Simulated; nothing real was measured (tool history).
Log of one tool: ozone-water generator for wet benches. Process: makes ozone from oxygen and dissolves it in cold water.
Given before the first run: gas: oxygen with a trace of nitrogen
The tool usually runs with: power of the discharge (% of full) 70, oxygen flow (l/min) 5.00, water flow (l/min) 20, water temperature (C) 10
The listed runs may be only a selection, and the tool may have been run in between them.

run,day,power of the discharge (% of full),oxygen flow (l/min),water flow (l/min),water temperature (C),dissolved ozone (ppm),ozone in the gas ahead of the water (g/m3)
1,0.000,70,5.00,20,10,18.4,154.1
2,2.258,70,5.00,20,10,18.2,154.6
3,6.412,70,5.00,20,10,18.4,154.4
4,10.583,70,5.00,20,10,18.3,154.0
5,14.600,70,5.00,16,10,22.0,153.4
6,16.879,70,5.00,16,10,22.0,153.9
7,19.642,70,5.00,16,10,22.1,152.0
8,22.575,70,5.00,20,10,18.3,152.5
9,25.983,70,5.00,20,10,18.1,153.4
10,28.554,70,5.00,20,10,18.1,153.1
11,30.775,80,5.00,26,10,15.8,167.4
# day 31.112: water thermometer calibrated
12,33.588,70,5.00,12,17,24.0,152.6
13,37.900,70,5.00,12,17,24.1,152.5
14,40.867,67,2.71,12,17,20.7,181.7
15,44.683,67,2.71,12,17,20.9,179.9
# day 46.588: water thermometer calibrated, once more
16,47.421,67,2.71,12,17,20.9,182.5
17,49.767,57,2.75,12,17,18.4,159.5
18,53.333,57,2.75,12,17,18.4,160.4
19,55.900,57,2.75,12,17,18.5,158.5

Consider 4 possible next runs. They are alternatives, not a sequence: every one starts from the tool as it was left by run 19. What does each give?
A,58.204,57,3.88,26,6,?,?
B,58.204,70,3.88,12,10,?,?
C,58.204,70,3.57,20,10,?,?
D,58.204,57,8.48,12,17,?,?

run,dissolved ozone (ppm),ozone in the gas ahead of the water (g/m3)
A,11.2,140.5
B,25.5,164.0
C,16.0,171.6
D,20.7,107.4
With no hidden state in the tool, these same runs would have given:
run,dissolved ozone (ppm),ozone in the gas ahead of the water (g/m3)
A,12.0,144.7
B,27.1,169.9
C,17.2,177.7
D,22.0,110.6
